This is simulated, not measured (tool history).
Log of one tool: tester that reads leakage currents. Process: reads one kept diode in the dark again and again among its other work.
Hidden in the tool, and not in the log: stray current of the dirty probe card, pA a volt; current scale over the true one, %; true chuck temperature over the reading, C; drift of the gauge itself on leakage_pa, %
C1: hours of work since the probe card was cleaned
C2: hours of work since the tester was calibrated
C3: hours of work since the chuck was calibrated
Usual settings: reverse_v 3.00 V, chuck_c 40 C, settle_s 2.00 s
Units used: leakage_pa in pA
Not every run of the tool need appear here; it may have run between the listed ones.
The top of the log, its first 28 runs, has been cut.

run 29 day=134.192 | reverse_v=3.00 chuck_c=40 settle_s=3.33 | C1=1150 C2=1801 C3=1444 | leakage_pa=342.25
run 30 day=137.496 | reverse_v=3.00 chuck_c=40 settle_s=3.33 | C1=1210 C2=1860 C3=1503 | leakage_pa=342.08
-- day=141.696 chuck's temperature calibrated
run 31 day=142.383 | reverse_v=1.04 chuck_c=21 settle_s=3.33 | C1=1296 C2=1946 C3=12 | leakage_pa=36.80
run 32 day=145.229 | reverse_v=7.23 chuck_c=33 settle_s=3.33 | C1=1347 C2=1997 C3=63 | leakage_pa=325.52
-- day=149.425 probe card cleaned and baked
run 33 day=150.012 | reverse_v=2.21 chuck_c=54 settle_s=0.34 | C1=11 C2=2081 C3=147 | leakage_pa=836.36
run 34 day=155.846 | reverse_v=4.73 chuck_c=42 settle_s=1.15 | C1=115 C2=2186 C3=252 | leakage_pa=525.56
run 35 day=159.596 | reverse_v=4.73 chuck_c=42 settle_s=1.15 | C1=182 C2=2253 C3=319 | leakage_pa=527.42
run 36 day=162.696 | reverse_v=3.57 chuck_c=29 settle_s=1.15 | C1=238 C2=2309 C3=375 | leakage_pa=153.88
run 37 day=167.129 | reverse_v=3.00 chuck_c=40 settle_s=8.61 | C1=318 C2=2388 C3=454 | leakage_pa=343.61
run 38 day=170.333 | reverse_v=2.72 chuck_c=49 settle_s=0.92 | C1=375 C2=2446 C3=512 | leakage_pa=650.33
run 39 day=173.421 | reverse_v=17.36 chuck_c=59 settle_s=3.69 | C1=431 C2=2501 C3=567 | leakage_pa=4050.57

Predict each of these 3 candidate next runs independently; none follows another, all start after run 39:
run A day=178.962 | reverse_v=2.07 chuck_c=59 settle_s=7.90 | C1=530 C2=2600 C3=666 | leakage_pa=?
run B day=178.962 | reverse_v=17.36 chuck_c=37 settle_s=1.30 | C1=530 C2=2600 C3=666 | leakage_pa=?
run C day=178.962 | reverse_v=1.61 chuck_c=40 settle_s=0.41 | C1=530 C2=2600 C3=666 | leakage_pa=?

run=A leakage_pa=1144.28
run=B leakage_pa=764.78
run=C leakage_pa=237.27
Without the tool's hidden state the same runs would have given:
run=A leakage_pa=1144.62
run=B leakage_pa=764.92
run=C leakage_pa=237.34
